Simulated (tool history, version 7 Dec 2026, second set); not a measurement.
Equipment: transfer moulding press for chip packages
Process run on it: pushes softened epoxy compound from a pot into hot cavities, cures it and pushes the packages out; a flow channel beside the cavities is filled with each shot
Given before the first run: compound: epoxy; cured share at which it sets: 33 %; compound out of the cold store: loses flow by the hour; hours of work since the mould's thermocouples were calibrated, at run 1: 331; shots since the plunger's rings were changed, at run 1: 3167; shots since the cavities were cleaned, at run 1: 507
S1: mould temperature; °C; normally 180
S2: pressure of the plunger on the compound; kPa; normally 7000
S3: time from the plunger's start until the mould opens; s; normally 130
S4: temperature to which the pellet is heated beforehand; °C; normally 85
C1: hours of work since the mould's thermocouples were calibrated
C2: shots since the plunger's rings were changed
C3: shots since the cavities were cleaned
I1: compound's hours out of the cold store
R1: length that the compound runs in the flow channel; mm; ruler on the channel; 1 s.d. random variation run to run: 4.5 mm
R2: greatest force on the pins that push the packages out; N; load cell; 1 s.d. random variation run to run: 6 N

run	day	S1	S2	S3	S4	C1	C2	C3	I1	R1	R2
1	0	180	7000	130	85	331	3167	507	28.4	786	389
2	0.338	187	7000	130	85	335	3219	559	10.3	808	359
3	0.9	174	7000	130	85	341	3308	648	20.9	826	561
4	1.433	180	7000	130	85	347	3391	731	27.1	782	404
5	2.079	180	7000	130	85	354	3493	833	41.8	736	418
# day 2.475: cavities cleaned with cleaning compound and waxed
6	2.492	180	7000	130	85	358	3548	3	8.3	841	225
7	3	180	7000	129	85	363	3627	82	44.2	734	265
8	3.404	180	7000	129	85	368	3691	146	13.9	821	295
# day 3.654: mould's thermocouples calibrated
9	4.096	180	7000	143	79	5	3786	241	10.5	829	301
10	4.65	180	7000	143	79	11	3873	328	25	793	319
11	5.054	178	7580	122	85	15	3936	391	34.3	788	426
12	5.567	178	7580	164	85	21	4017	472	11.4	865	336
13	5.992	180	7740	130	85	25	4084	539	45.1	763	407
14	6.625	184	7000	163	85	32	4183	638	34.9	737	352
15	7.254	184	7110	118	93	39	4282	737	13.9	814	400
16	7.846	180	7110	118	91	46	4375	830	42.2	734	452

What if the next run were any one of these 4? Each begins from the tool's condition after run 16:
# day 8.258: cavities cleaned with cleaning compound and waxed
A	8.546	182	5200	160	91	53	4474	44	11.4	?	?
# day 8.258: cavities cleaned with cleaning compound and waxed
B	8.546	177	7110	118	92	53	4474	44	23.9	?	?
# day 8.258: cavities cleaned with cleaning compound and waxed
C	8.546	180	6280	118	91	53	4474	44	18.9	?	?
# day 8.258: cavities cleaned with cleaning compound and waxed
D	8.546	180	5630	118	91	53	4474	44	22.4	?	?

run	R1	R2
A	699	215
B	800	341
C	756	280
D	706	290
With no hidden state in the tool, these same runs would have given:
run	R1	R2
A	736	193
B	842	310
C	796	253
D	744	263

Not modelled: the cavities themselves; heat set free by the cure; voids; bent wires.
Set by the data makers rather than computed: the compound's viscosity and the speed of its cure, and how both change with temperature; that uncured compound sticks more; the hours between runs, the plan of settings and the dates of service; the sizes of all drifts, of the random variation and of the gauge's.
